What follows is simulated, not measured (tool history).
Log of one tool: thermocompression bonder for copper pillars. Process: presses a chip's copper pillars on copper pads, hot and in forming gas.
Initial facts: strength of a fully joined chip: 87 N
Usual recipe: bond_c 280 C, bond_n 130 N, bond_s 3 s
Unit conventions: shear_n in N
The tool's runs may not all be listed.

run	hour	bond_c	bond_n	bond_s	shear_n
1	0	280	130	3	52.6
2	37.8	280	130	3	51.9
3	79.6	280	93	3	40
4	99.8	280	93	3	40.1
5	118.7	266	93	3	33.9
6	159.1	266	93	3	33.9
7	195.3	266	93	3	33.8
8	223.6	276	130	3	48.7
9	261.8	276	130	3	48.5
# hour 287.1: forming gas filter changed
10	287.1	276	130	3	51.2
11	323.1	276	180	3	62.6
12	363.6	276	180	3	62.1
# hour 369.4: heater calibrated with a thermocouple chip
13	384.2	276	180	3	62.7
14	423.9	276	180	3	61.5
15	445.9	295	130	3	58
16	489.8	280	119	3	48
17	526.1	293	119	2	47.5
18	566.5	284	91	7	52.9
# hour 581.4: heater calibrated with a thermocouple chip, once more
19	587.1	292	118	5	61.6
20	613.3	281	80	3	36
21	653.7	281	80	3	35.8
22	695.2	302	90	5	55.5
# hour 712.9: forming gas filter changed
23	715.3	291	91	5	54.4
24	748.1	255	180	2	48
25	772.3	294	130	3	60.6
26	805	283	82	3	38.6
27	835	283	82	6	48.5
28	873.7	290	130	4	62
29	903.4	269	103	6	49.7

3 ways to go on from here, each from the tool as it stands after run 29. What would each give?
A	940.6	257	126	2	?
B	940.6	280	100	3	?
C	940.6	280	134	4	?

run	shear_n
A	34.9
B	43.8
C	58.3
With the hidden condition removed and each run's random variation left untouched, the same runs would have given:
run	shear_n
A	35.7
B	44.8
C	59.8
